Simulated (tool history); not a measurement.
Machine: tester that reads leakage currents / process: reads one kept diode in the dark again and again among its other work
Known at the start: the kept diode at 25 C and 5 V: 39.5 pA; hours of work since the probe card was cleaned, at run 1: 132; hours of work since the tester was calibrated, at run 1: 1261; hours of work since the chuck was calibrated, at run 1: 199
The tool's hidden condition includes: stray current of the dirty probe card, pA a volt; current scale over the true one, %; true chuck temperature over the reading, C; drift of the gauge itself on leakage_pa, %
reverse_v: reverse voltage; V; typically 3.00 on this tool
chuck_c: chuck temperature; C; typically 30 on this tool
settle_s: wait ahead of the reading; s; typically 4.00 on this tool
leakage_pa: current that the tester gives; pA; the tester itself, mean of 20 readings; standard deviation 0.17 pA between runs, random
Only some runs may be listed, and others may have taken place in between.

| run | hour | reverse_v | chuck_c | settle_s | hours of work since the probe card was cleaned | hours of work since the tester was calibrated | hours of work since the chuck was calibrated | leakage_pa |
|---|---|---|---|---|---|---|---|---|
| 1 | 0.0 | 3.00 | 30 | 4.00 | 132 | 1261 | 199 | 51.67 |
| 2 | 91.7 | 3.00 | 30 | 4.00 | 170 | 1298 | 236 | 52.05 |
| 3 | 175.4 | 3.00 | 30 | 4.00 | 204 | 1332 | 270 | 51.34 |
| 4 | 271.9 | 3.00 | 30 | 4.00 | 243 | 1372 | 310 | 51.54 |
| 5 | 346.1 | 3.00 | 30 | 4.00 | 274 | 1402 | 340 | 51.03 |
| 6 | 428.4 | 5.00 | 30 | 4.00 | 307 | 1436 | 374 | 59.46 |
| 7 | 539.2 | 5.00 | 30 | 4.00 | 353 | 1481 | 419 | 59.36 |
| 8 | 597.6 | 3.00 | 27 | 2.75 | 377 | 1505 | 443 | 38.89 |
| 9 | 675.8 | 1.95 | 30 | 4.00 | 409 | 1537 | 475 | 43.86 |
| 10 | 779.4 | 1.95 | 30 | 4.00 | 451 | 1579 | 517 | 43.72 |
| 11 | 836.7 | 14.52 | 30 | 1.43 | 474 | 1602 | 541 | 84.33 |
| 12 | 886.1 | 1.67 | 30 | 4.00 | 494 | 1623 | 561 | 41.51 |

What if the next run were any one of these 4? Each begins from the tool's condition after run 12:
| A | 961.0 | 12.43 | 30 | 4.00 | 525 | 1653 | 591 | ? |
| B | 961.0 | 7.37 | 55 | 0.62 | 525 | 1653 | 591 | ? |
| C | 961.0 | 16.66 | 54 | 0.50 | 525 | 1653 | 591 | ? |
| D | 961.0 | 1.67 | 30 | 5.25 | 525 | 1653 | 591 | ? |

| run | leakage_pa |
|---|---|
| A | 77.66 |
| B | 494.75 |
| C | 596.76 |
| D | 41.40 |
What these runs would have given with no unlogged condition in the tool:
| run | leakage_pa |
|---|---|
| A | 82.12 |
| B | 526.53 |
| C | 633.77 |
| D | 44.53 |
